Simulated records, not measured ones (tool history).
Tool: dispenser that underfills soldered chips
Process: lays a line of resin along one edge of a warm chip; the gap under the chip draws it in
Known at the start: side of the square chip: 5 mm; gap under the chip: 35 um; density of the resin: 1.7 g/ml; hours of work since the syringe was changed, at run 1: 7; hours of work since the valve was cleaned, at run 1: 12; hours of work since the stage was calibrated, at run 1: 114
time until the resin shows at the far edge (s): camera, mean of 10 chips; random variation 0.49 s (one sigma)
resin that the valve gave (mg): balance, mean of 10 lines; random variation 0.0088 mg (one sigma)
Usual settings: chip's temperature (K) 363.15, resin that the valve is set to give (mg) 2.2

run,hour,chip's temperature (K),resin that the valve is set to give (mg),hours of work since the syringe was changed,hours of work since the valve was cleaned,hours of work since the stage was calibrated,time until the resin shows at the far edge (s),resin that the valve gave (mg)
1,0,363.15,2.2,7,12,114,59.2,2.184
# hour 2.6: new syringe of resin
2,3.7,363.15,2.2,1,14,116,40,2.176
3,6.1,363.15,2.2,2,15,118,43.6,2.179
4,9.6,363.15,2.2,5,18,120,50.9,2.2
5,13,363.15,2.01,7,20,122,59.8,1.984
# hour 16.2: new syringe of resin
6,17.2,363.15,2.01,1,23,125,40.3,1.996
7,21.6,363.15,2.01,4,26,128,48.4,1.987
8,23.9,363.15,2.2,5,27,129,53.9,2.158
9,27.5,363.15,2.2,7,29,132,60.4,2.151
# hour 29.7: new syringe of resin
10,30.8,363.15,2.2,1,31,134,39,2.151
11,34.9,363.15,2.2,3,34,136,46.9,2.177
12,38.3,363.15,2.2,6,36,139,55,2.138
13,42.3,363.15,2.2,8,39,141,66,2.153
# hour 43.2: new syringe of resin
14,45.2,359.15,2.2,1,41,143,46.7,2.14
15,48.9,359.15,2.2,4,43,146,56.2,2.134
16,52.2,359.15,2.03,6,45,148,65,1.977
17,54.7,353.15,2.2,8,47,149,88.3,2.12
# hour 56.7: new syringe of resin
18,59.7,353.15,2.2,2,50,153,65.1,2.134
19,61.8,353.15,2.2,3,52,154,68.6,2.123
20,64.5,353.15,2.2,5,53,156,77.7,2.137
21,67.8,353.15,2.2,7,56,158,90.6,2.125
# hour 70.5: new syringe of resin
22,72.3,355.15,2.82,1,58,161,54.3,2.704
23,76.7,367.15,2.16,4,61,164,43.4,2.078
24,80.7,367.15,2.16,7,64,166,51.6,2.071
# hour 83.9: new syringe of resin
25,84.8,363.15,2,1,66,169,40,1.918
26,89.1,364.15,2.65,3,69,172,45.7,2.525
27,93.6,367.15,2.55,6,72,175,49.6,2.42
# hour 97.4: new syringe of resin
28,97.9,354.15,2.89,0,75,177,52.4,2.754
29,102.1,354.15,2.89,3,78,180,62.2,2.755
30,106.5,354.15,2.89,6,81,183,75.4,2.743
31,109.5,354.15,2.89,8,83,185,86.6,2.729
# hour 110.9: new syringe of resin
32,113.3,374.15,2.41,2,85,187,27.8,2.29
33,117.9,374.15,2.41,5,88,190,35.3,2.274
34,120.5,369.15,2.78,6,90,192,45.2,2.621
# hour 124.7: new syringe of resin
35,124.9,369.15,2.78,0,92,195,29.7,2.613
36,129.5,369.15,2.78,3,96,198,37,2.627

Forecast each of these 5 alternatives for the next run:
A,132.5,358.15,2.16,5,98,200,?,?
B,132.5,352.15,2.65,5,98,200,?,?
C,132.5,378.15,2.08,5,98,200,?,?
D,132.5,360.15,2.09,5,98,200,?,?
E,132.5,368.15,1.93,5,98,200,?,?

run,time until the resin shows at the far edge (s),resin that the valve gave (mg)
A,64.7,2.01
B,79,2.485
C,32.5,1.929
D,60.9,1.963
E,47,1.806
Without the tool's hidden state the same runs would have given:
run,time until the resin shows at the far edge (s),resin that the valve gave (mg)
A,46.4,2.146
B,57.3,2.652
C,23.2,2.06
D,43.8,2.094
E,33.4,1.928

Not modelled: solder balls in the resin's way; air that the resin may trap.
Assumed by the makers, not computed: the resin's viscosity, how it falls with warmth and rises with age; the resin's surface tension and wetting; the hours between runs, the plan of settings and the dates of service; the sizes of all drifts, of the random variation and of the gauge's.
